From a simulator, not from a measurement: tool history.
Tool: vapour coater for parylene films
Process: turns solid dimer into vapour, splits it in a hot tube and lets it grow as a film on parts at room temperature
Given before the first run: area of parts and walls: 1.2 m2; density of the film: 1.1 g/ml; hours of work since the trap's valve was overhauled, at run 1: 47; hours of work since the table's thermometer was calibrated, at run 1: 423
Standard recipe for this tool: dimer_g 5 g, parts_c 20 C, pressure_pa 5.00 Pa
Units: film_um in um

run   hour  dimer_g  parts_c  pressure_pa  hours of work since the trap's valve was overhauled  hours of work since the table's thermometer was calibrated  film_um
  1    0.0        5       20         5.00                                                   47                                                         423     2.67
  2   38.5        5       20         5.00                                                   76                                                         452     2.67
  3   63.6        5       20         5.00                                                   95                                                         471     2.65
  4  103.8        5       13         5.00                                                  125                                                         501     2.94
  5  131.4        5       20         5.00                                                  146                                                         522     2.63
     134.2  -- table's thermometer calibrated
  6  170.8        5       23         5.00                                                  175                                                          28     2.51
  7  187.5        5       23         5.00                                                  187                                                          40     2.49
  8  216.8        5       23         5.00                                                  209                                                          62     2.42
     236.2  -- table's thermometer calibrated, once more
  9  257.4        5       13         5.00                                                  239                                                          16     2.90
 10  294.3        5       13         5.00                                                  267                                                          44     2.86
 11  331.1        3       15         3.42                                                  294                                                          72     1.78
 12  362.8        5       15         4.74                                                  318                                                          95     2.82
 13  382.1        7       18         8.86                                                  333                                                         110     3.28
 14  404.2        5       18         8.86                                                  350                                                         127     2.34
 15  429.0        9       30         3.79                                                  368                                                         145     4.13
 16  463.5        8       32         3.79                                                  394                                                         171     3.46
 17  482.3        8       32         3.79                                                  408                                                         185     3.54
 18  521.9        6       32         8.34                                                  438                                                         215     2.28
     538.8  -- trap's valve overhauled
 19  553.2        7       20         5.45                                                   11                                                         236     3.76

Branching from run 19: 4 alternative next runs. What would each branch give?
  A  589.0        5       24         9.75                                                   38                                                         263        ?
  B  589.0        5       20         5.90                                                   38                                                         263        ?
  C  589.0        2       31         5.74                                                   38                                                         263        ?
  D  589.0        2       20         5.45                                                   38                                                         263        ?

run  film_um
  A     2.26
  B     2.64
  C     0.91
  D     1.09
Stripped of hidden state, with their random variation kept, the same runs would have yielded:
run  film_um
  A     2.28
  B     2.67
  C     0.92
  D     1.10
